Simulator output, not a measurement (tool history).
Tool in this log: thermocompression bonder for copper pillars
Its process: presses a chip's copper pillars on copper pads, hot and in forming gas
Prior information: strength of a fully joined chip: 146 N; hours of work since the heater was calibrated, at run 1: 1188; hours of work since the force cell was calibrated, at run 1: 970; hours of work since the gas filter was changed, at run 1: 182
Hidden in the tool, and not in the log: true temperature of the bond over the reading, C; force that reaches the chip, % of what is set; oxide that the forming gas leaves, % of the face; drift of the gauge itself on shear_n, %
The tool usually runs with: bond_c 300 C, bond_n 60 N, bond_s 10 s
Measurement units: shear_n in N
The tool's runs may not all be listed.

run    hour  bond_c  bond_n  bond_s  hours of work since the heater was calibrated  hours of work since the force cell was calibrated  hours of work since the gas filter was changed  shear_n
  1     0.0     300      60      10                                           1188                                                970                                             182     95.3
  2    53.5     300      60      10                                           1228                                               1010                                             222     96.6
  3    98.9     300      60      10                                           1261                                               1044                                             255     97.3
  4   165.9     300      60      10                                           1311                                               1094                                             305     96.2
  5   232.8     300      60      10                                           1361                                               1143                                             355     95.9
  6   296.1     300      60       6                                           1408                                               1190                                             402     82.6
  7   344.5     300      60       6                                           1444                                               1226                                             438     81.5
  8   375.2     300      60       8                                           1466                                               1249                                             461     91.5
      430.8  -- forming gas filter changed
  9   430.8     300      60      10                                           1507                                               1290                                               0     98.8
 10   477.6     300      60      16                                           1542                                               1325                                              35    112.7
      496.8  -- heater calibrated with a thermocouple chip
 11   537.1     300      60      16                                             30                                               1367                                              77    101.4
 12   600.8     300      60      16                                             77                                               1415                                             125    103.6
 13   650.9     300      60      16                                            114                                               1452                                             162    103.3
 14   712.3     300      60      10                                            160                                               1498                                             208     90.3
 15   769.4     300      84       5                                            202                                               1540                                             250     84.0
 16   839.1     300      84       5                                            254                                               1592                                             302     83.4
 17   872.1     300      59      10                                            279                                               1616                                             326     89.4
 18   907.6     326      73      24                                            305                                               1643                                             353    132.2
 19   964.3     326      37      24                                            347                                               1685                                             395    111.8
 20  1017.4     326      37      24                                            387                                               1724                                             434    117.4
 21  1071.2     300      63      10                                            427                                               1764                                             474     91.3
     1104.6  -- forming gas filter changed
 22  1129.9     287      40      10                                            470                                               1807                                              19     69.1
     1150.1  -- force cell calibrated
 23  1164.7     298      40      25                                            495                                                 11                                              44     99.7
 24  1205.2     277      48      25                                            525                                                 41                                              74     90.7
 25  1258.1     277      48      25                                            564                                                 80                                             113     89.5
 26  1309.7     300      38       5                                            602                                                119                                             151     58.7
 27  1355.7     285      60      10                                            636                                                153                                             185     79.9

Alternative continuations, all from the tool just after run 27; predict every row:
  A  1416.6     285      87      12                                            682                                                198                                             231        ?
  B  1416.6     325      60       8                                            682                                                198                                             231        ?
  C  1416.6     286      60      22                                            682                                                198                                             231        ?

run  shear_n
  A     96.1
  B    103.4
  C    101.5
With the hidden condition removed and each run's random variation left untouched, the same runs would have given:
run  shear_n
  A     93.5
  B    101.5
  C     98.9

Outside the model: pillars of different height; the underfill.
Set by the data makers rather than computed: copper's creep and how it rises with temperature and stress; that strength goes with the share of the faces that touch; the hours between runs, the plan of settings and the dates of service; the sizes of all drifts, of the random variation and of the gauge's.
